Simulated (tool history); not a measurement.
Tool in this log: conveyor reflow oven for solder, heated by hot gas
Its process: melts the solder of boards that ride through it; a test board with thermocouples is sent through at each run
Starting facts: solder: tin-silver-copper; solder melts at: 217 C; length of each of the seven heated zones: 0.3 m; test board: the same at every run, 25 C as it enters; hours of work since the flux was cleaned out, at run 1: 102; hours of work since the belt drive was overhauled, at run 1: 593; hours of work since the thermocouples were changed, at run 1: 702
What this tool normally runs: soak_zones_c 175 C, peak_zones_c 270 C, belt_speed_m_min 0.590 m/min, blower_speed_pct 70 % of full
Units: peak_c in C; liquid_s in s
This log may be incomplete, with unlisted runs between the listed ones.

run   hour  soak_zones_c  peak_zones_c  belt_speed_m_min  blower_speed_pct  hours of work since the flux was cleaned out  hours of work since the belt drive was overhauled  hours of work since the thermocouples were changed  peak_c  liquid_s
  1    0.0           175           270             0.590                70                                           102                                                593                                                 702   257.9      50.0
  2   18.4           175           270             0.590                70                                           117                                                608                                                 717   258.1      49.9
  3   32.2           174           270             0.590                70                                           127                                                618                                                 727   258.0      49.7
  4   57.7           174           270             0.590                70                                           147                                                638                                                 747   257.8      49.8
  5   83.2           174           270             0.590                55                                           167                                                658                                                 767   254.1      47.1
  6  108.5           174           270             0.590                55                                           187                                                678                                                 787   254.5      46.9
  7  134.4           174           270             0.590                55                                           207                                                698                                                 807   254.5      47.1
     144.1  -- belt drive overhauled, speed set with a stopwatch
  8  159.0           174           270             0.590                70                                           223                                                 12                                                 823   257.5      48.5
  9  185.9           175           272             0.590                70                                           244                                                 32                                                 844   259.5      49.4
 10  211.2           175           272             0.590                70                                           263                                                 52                                                 863   259.7      49.8
 11  230.5           175           272             0.590                70                                           278                                                 67                                                 878   259.5      50.0
 12  251.3           175           272             0.590                75                                           294                                                 83                                                 894   260.6      50.6
 13  269.8           175           272             0.590                75                                           309                                                 98                                                 909   260.6      50.6
 14  287.6           175           272             0.590                75                                           322                                                111                                                 923   261.2      50.2
 15  313.2           175           272             0.590                75                                           342                                                131                                                 943   260.3      50.7
 16  331.0           175           272             0.485                75                                           356                                                145                                                 956   266.2      64.9
 17  351.5           175           272             0.485                63                                           372                                                161                                                 972   264.2      63.9
     362.3  -- flux residue cleaned out of gas plates and filters
 18  383.2           176           267             0.485                87                                            16                                                182                                                 993   264.4      65.3
 19  410.1           169           270             0.564                70                                            37                                                203                                                1014   259.8      51.2
 20  438.0           169           270             0.554                70                                            59                                                224                                                1035   260.4      52.6
 21  463.7           169           270             0.554                70                                            79                                                244                                                1055   260.6      52.4
 22  490.6           169           270             0.554                70                                           100                                                265                                                1076   260.5      52.5
 23  507.5           169           280             0.489                84                                           113                                                278                                                1089   275.2      66.8
 24  533.1           184           262             0.699                78                                           133                                                298                                                1109   250.4      40.1
 25  551.2           174           283             0.483                51                                           147                                                312                                                1123   272.8      67.7
 26  570.1           166           270             0.590                81                                           161                                                327                                                1138   260.4      48.7
 27  591.3           161           270             0.535                75                                           178                                                343                                                1154   261.2      53.3
 28  607.5           161           270             0.535                75                                           190                                                356                                                1167   261.2      53.2
 29  634.8           161           270             0.535                75                                           212                                                377                                                1188   261.6      53.5
 30  654.4           161           270             0.535                75                                           227                                                392                                                1203   261.6      53.5
 31  678.3           179           276             0.685                71                                           245                                                411                                                1222   260.6      44.5
 32  698.1           188           276             0.685                56                                           261                                                426                                                1237   257.8      45.4

Below, each run's measurement less what the same run would have read without the hidden state. Both values contain the same run-to-run variation, but the gauge's scatter may not be the same in both:
Hidden conditions of the tool in this case: heat that the gas passes to the board, % of a clean oven's; belt's true speed, % of the reading; true gas temperature in zones 6 and 7 over the reading, C; drift of the gauge itself on peak_c, C; drift of the gauge itself on liquid_s, %.
run  peak_c  liquid_s
  1    +2.3      +1.8
  2    +2.3      +1.9
  3    +2.4      +1.9
  4    +2.4      +1.9
  5    +2.5      +2.2
  6    +2.6      +2.2
  7    +2.5      +2.2
  8    +2.0      +0.8
  9    +2.0      +0.8
 10    +2.0      +0.9
 11    +2.0      +0.9
 12    +2.1      +0.9
 13    +2.1      +0.9
 14    +2.1      +0.9
 15    +2.1      +0.9
 16    +2.6      +1.2
 17    +2.6      +1.4
 18    +3.7      +1.9
 19    +3.6      +2.0
 20    +3.6      +2.1
 21    +3.6      +2.1
 22    +3.7      +2.2
 23    +3.9      +1.9
 24    +3.5      +2.0
 25    +4.0      +2.3
 26    +3.7      +2.1
 27    +3.8      +2.3
 28    +3.8      +2.3
 29    +3.9      +2.3
 30    +3.9      +2.4
 31    +3.6      +1.9
 32    +3.5      +2.1

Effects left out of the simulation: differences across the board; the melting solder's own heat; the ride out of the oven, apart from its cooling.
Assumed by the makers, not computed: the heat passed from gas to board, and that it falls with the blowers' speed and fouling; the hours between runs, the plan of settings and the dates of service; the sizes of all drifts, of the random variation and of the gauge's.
